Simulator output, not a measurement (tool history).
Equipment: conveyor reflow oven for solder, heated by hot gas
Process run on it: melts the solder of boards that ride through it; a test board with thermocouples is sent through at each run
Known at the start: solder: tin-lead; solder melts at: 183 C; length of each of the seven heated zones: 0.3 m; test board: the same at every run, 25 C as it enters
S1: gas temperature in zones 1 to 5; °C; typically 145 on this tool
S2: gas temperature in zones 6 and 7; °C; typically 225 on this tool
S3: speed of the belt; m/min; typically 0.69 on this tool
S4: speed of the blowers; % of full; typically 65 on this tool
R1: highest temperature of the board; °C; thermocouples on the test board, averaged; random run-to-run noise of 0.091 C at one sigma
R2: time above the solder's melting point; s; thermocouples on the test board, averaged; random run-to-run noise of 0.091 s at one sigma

run	day	S1	S2	S3	S4	R1	R2
1	0	145	225	0.69	65	203.52	30.53
2	0.288	145	228	0.69	65	205.85	32.14
3	0.546	145	222	0.69	65	201.27	28.29
4	0.979	145	225	0.69	65	203.56	30.43
5	1.35	145	225	0.69	64	203.37	30.07
6	1.683	145	225	0.69	65	203.48	30.1
# day 1.921: flux residue cleaned out of gas plates and filters
7	2.267	145	225	0.69	65	202.44	29.22
8	2.45	145	225	0.69	65	202.28	29.14
9	2.808	145	225	0.69	65	202.39	29.15
10	3.246	145	223	0.69	65	200.78	27.61
11	3.567	145	223	0.69	65	200.95	27.58
12	3.879	138	225	0.69	89	204.45	29.76
# day 4.271: flux residue cleaned out of gas plates and filters, once more
13	4.488	138	225	0.69	89	208.15	33.3
14	4.758	145	221	0.693	89	206.04	33.54
15	4.967	136	214	0.587	65	199.51	30.98
16	5.288	145	235	0.69	65	213.5	37.72
17	5.712	159	222	0.804	67	202.35	28.54
18	6.121	143	227	0.69	60	205.55	31.48

Hidden state or all else? Some run-to-run changes of R1, split into what the settings, what came in and random variation would give without the hidden state, and what is left for the hidden state (with any gauge scatter that isn't in both results):
Hidden conditions of the tool in this case: heat that the gas passes to the board, % of a clean oven's; belt's true speed, % of the reading; true gas temperature in zones 6 and 7 over the reading, C; drift of the gauge itself on peak_c, C; drift of the gauge itself on liquid_s, %.
Run 12 -> 13: flux residue cleaned out of gas plates and filters, once more. R1 +3.7 °C: hidden state +3.64, all else +0.06.
Run 15 -> 16: S1 136 -> 145, S2 214 -> 235, S3 0.587 -> 0.69. R1 +13.99 °C: hidden state -0.05, all else +14.04.
